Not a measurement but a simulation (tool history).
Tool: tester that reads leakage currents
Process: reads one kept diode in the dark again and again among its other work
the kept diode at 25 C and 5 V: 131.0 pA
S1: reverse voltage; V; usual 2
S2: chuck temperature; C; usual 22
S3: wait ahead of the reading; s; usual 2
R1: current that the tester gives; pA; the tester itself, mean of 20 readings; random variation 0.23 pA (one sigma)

run     day    S1  S2  S3     R1
  1       0     2  22   2  71.01
  2   1.642  3.22  22   2  82.18
  3   3.638  3.22  22   2   81.8
  4   5.721     2  22   2  69.92
  5   8.483     2  22   2  69.78
  6  10.625     2  22   2  69.46

Run 7 comes next. What will it give?
  7  12.388  5.03  39   2   ?

{"run 7": {"R1": 385.54}}
Without the tool's hidden state the same run would have given R1 423.12 pA.

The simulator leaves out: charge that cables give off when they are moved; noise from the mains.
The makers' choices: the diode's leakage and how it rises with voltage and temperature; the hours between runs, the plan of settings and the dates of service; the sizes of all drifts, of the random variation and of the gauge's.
